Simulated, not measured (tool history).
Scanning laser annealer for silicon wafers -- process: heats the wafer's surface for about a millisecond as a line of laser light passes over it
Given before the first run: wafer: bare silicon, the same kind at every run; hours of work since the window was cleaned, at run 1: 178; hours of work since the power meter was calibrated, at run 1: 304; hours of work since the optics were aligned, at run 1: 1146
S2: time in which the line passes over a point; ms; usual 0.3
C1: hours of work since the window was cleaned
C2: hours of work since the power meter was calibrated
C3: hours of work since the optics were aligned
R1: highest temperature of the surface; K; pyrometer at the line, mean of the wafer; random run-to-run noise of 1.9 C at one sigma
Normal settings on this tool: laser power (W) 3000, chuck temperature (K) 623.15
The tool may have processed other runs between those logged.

Run 1, hour 0: usual settings; C1 178; C2 304; C3 1146. Result: R1 1332.15 K.
Run 2, hour 9.1: usual settings but chuck temperature (K) 656.15; C1 184; C2 310; C3 1153. Result: R1 1364.15 K.
Run 3, hour 19.3: usual settings but S2 0.217 ms; C1 192; C2 317; C3 1160. Result: R1 1229.15 K.
Run 4, hour 25.9: usual settings but S2 0.217 ms; C1 196; C2 322; C3 1165. Result: R1 1226.15 K.
Run 5, hour 33.5: usual settings but S2 0.217 ms; C1 202; C2 327; C3 1170. Result: R1 1224.15 K.
Run 6, hour 40.6: usual settings but S2 0.217 ms; C1 207; C2 332; C3 1175. Result: R1 1226.15 K.
Run 7, hour 49.1: usual settings but S2 0.217 ms; C1 213; C2 338; C3 1181. Result: R1 1224.15 K.
Run 8, hour 53.6: usual settings; C1 216; C2 341; C3 1184. Result: R1 1329.15 K.
Run 9, hour 63.8: usual settings; C1 223; C2 349; C3 1191. Result: R1 1329.15 K.
Run 10, hour 73: usual settings; C1 230; C2 355; C3 1198. Result: R1 1324.15 K.
Run 11, hour 78: usual settings; C1 233; C2 359; C3 1201. Result: R1 1326.15 K.
Run 12, hour 87.4: usual settings; C1 240; C2 365; C3 1208. Result: R1 1324.15 K.
Run 13, hour 95: usual settings; C1 245; C2 371; C3 1213. Result: R1 1327.15 K.
Run 14, hour 103.8: usual settings but chuck temperature (K) 587.15; C1 251; C2 377; C3 1220. Result: R1 1290.15 K.
Run 15, hour 108.4: usual settings but chuck temperature (K) 587.15; C1 255; C2 380; C3 1223. Result: R1 1285.15 K.
Run 16, hour 116.2: usual settings but chuck temperature (K) 587.15; C1 260; C2 386; C3 1228. Result: R1 1289.15 K.
Run 17, hour 123.8: usual settings but S2 0.301 ms, chuck temperature (K) 587.15; C1 265; C2 391; C3 1234. Result: R1 1287.15 K.
Run 18, hour 133.2: usual settings but S2 0.301 ms, chuck temperature (K) 587.15; C1 272; C2 398; C3 1240. Result: R1 1290.15 K.
Run 19, hour 139.7: usual settings; C1 277; C2 402; C3 1245. Result: R1 1323.15 K.
Run 20, hour 146.6: usual settings but laser power (W) 2725, chuck temperature (K) 658.15; C1 281; C2 407; C3 1250. Result: R1 1275.15 K.
Run 21, hour 152.2: usual settings but laser power (W) 3221, chuck temperature (K) 587.15; C1 285; C2 411; C3 1254. Result: R1 1349.15 K.
Run 22, hour 161.7: usual settings but S2 0.26 ms; C1 292; C2 418; C3 1260. Result: R1 1271.15 K.
Run 23, hour 167: usual settings but S2 0.26 ms; C1 296; C2 422; C3 1264. Result: R1 1276.15 K.
At hour 172.7: optics aligned, line set to its width.
Run 24, hour 176.8: usual settings but S2 0.26 ms; C1 299; C2 425; C3 3. Result: R1 1267.15 K.
Run 25, hour 184.2: usual settings but laser power (W) 3141, S2 0.256 ms, chuck temperature (K) 589.15; C1 305; C2 430; C3 8. Result: R1 1266.15 K.
Run 26, hour 192.6: usual settings but laser power (W) 3084, S2 0.251 ms, chuck temperature (K) 655.15; C1 310; C2 436; C3 14. Result: R1 1309.15 K.
Run 27, hour 196.9: usual settings but laser power (W) 3173, S2 0.251 ms, chuck temperature (K) 655.15; C1 313; C2 439; C3 17. Result: R1 1330.15 K.
Run 28, hour 203.3: usual settings but laser power (W) 2869, S2 0.316 ms; C1 318; C2 444; C3 22. Result: R1 1291.15 K.
Run 29, hour 213.8: usual settings but laser power (W) 2618, S2 0.345 ms, chuck temperature (K) 620.15; C1 325; C2 451; C3 29. Result: R1 1244.15 K.
At hour 225.1: optics aligned, line set to its width, once more.
Run 30, hour 228.8: usual settings but laser power (W) 2553, S2 0.277 ms, chuck temperature (K) 613.15; C1 332; C2 458; C3 3. Result: R1 1174.15 K.
Run 31, hour 236.2: usual settings but laser power (W) 2553, S2 0.277 ms, chuck temperature (K) 613.15; C1 338; C2 463; C3 8. Result: R1 1170.15 K.
Run 32, hour 240.9: usual settings but laser power (W) 2808, S2 0.261 ms, chuck temperature (K) 611.15; C1 341; C2 467; C3 11. Result: R1 1220.15 K.
Run 33, hour 246.8: usual settings but laser power (W) 2724, S2 0.261 ms, chuck temperature (K) 652.15; C1 345; C2 471; C3 15. Result: R1 1239.15 K.
Run 34, hour 252.6: usual settings but laser power (W) 2977, S2 0.275 ms, chuck temperature (K) 595.15; C1 349; C2 475; C3 19. Result: R1 1268.15 K.
Run 35, hour 257.2: usual settings but laser power (W) 2876, chuck temperature (K) 622.15; C1 353; C2 478; C3 23. Result: R1 1292.15 K.
Run 36, hour 265.3: usual settings but laser power (W) 2960, S2 0.211 ms, chuck temperature (K) 596.15; C1 358; C2 484; C3 28. Result: R1 1181.15 K.
Run 37, hour 272.3: usual settings but laser power (W) 3232, S2 0.256 ms, chuck temperature (K) 649.15; C1 363; C2 489; C3 33. Result: R1 1365.15 K.

Predict each of these 3 candidate next runs independently; none follows another, all start after run 37:
Run A, hour 280.5: usual settings but laser power (W) 2725, S2 0.342 ms, chuck temperature (K) 597.15; C1 369; C2 495; C3 39. Result: R1 ?.
Run B, hour 280.5: usual settings but laser power (W) 2794, S2 0.289 ms, chuck temperature (K) 608.15; C1 369; C2 495; C3 39. Result: R1 ?.
Run C, hour 280.5: usual settings but laser power (W) 2662, S2 0.229 ms, chuck temperature (K) 647.15; C1 369; C2 495; C3 39. Result: R1 ?.

run       R1
  A  1265.15
  B  1242.15
  C  1181.15
Without the tool's unlogged condition, the same runs would have read:
run       R1
  A  1296.15
  B  1271.15
  C  1206.15

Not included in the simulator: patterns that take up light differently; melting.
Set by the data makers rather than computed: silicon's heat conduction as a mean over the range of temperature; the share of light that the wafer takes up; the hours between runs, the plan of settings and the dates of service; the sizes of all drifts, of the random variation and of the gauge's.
